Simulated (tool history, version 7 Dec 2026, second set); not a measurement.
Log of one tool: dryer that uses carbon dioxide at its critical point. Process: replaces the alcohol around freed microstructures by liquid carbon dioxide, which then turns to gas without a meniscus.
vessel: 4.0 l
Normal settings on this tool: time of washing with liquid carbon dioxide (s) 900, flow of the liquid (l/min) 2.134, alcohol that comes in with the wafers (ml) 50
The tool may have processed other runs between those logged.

| run | hour | time of washing with liquid carbon dioxide (s) | flow of the liquid (l/min) | alcohol that comes in with the wafers (ml) | alcohol left in the vessel before it's heated (ppm by volume) |
|---|---|---|---|---|---|
| 1 | 0.0 | 900 | 2.134 | 50 | 58 |
| 2 | 15.7 | 900 | 2.134 | 50 | 63 |
| 3 | 28.9 | 900 | 2.134 | 50 | 55 |
| 4 | 44.5 | 900 | 2.134 | 50 | 59 |
| 5 | 58.9 | 900 | 2.134 | 50 | 52 |
| 6 | 78.4 | 900 | 2.134 | 50 | 65 |
| 7 | 100.9 | 900 | 2.134 | 50 | 61 |
| 8 | 124.4 | 1380 | 1.510 | 85 | 68 |
|  | 128.8 | inlet filter changed |
| 9 | 148.3 | 1380 | 1.300 | 85 | 76 |
| 10 | 159.2 | 1380 | 1.300 | 85 | 67 |
| 11 | 171.6 | 1380 | 1.300 | 45 | 65 |
| 12 | 181.9 | 780 | 1.300 | 37 | 200 |
| 13 | 198.4 | 780 | 1.300 | 37 | 216 |

Here are 3 independent what-if runs from the current tool condition. What would each one return?
| A | 210.2 | 840 | 1.300 | 109 | ? |
| B | 210.2 | 1260 | 3.290 | 54 | ? |
| C | 210.2 | 780 | 2.410 | 98 | ? |

| run | alcohol left in the vessel before it's heated (ppm by volume) |
|---|---|
| A | 385 |
| B | 55 |
| C | 76 |
Stripped of hidden state, with their random variation kept, the same runs would have yielded:
| run | alcohol left in the vessel before it's heated (ppm by volume) |
|---|---|
| A | 303 |
| B | 0 |
| C | 20 |
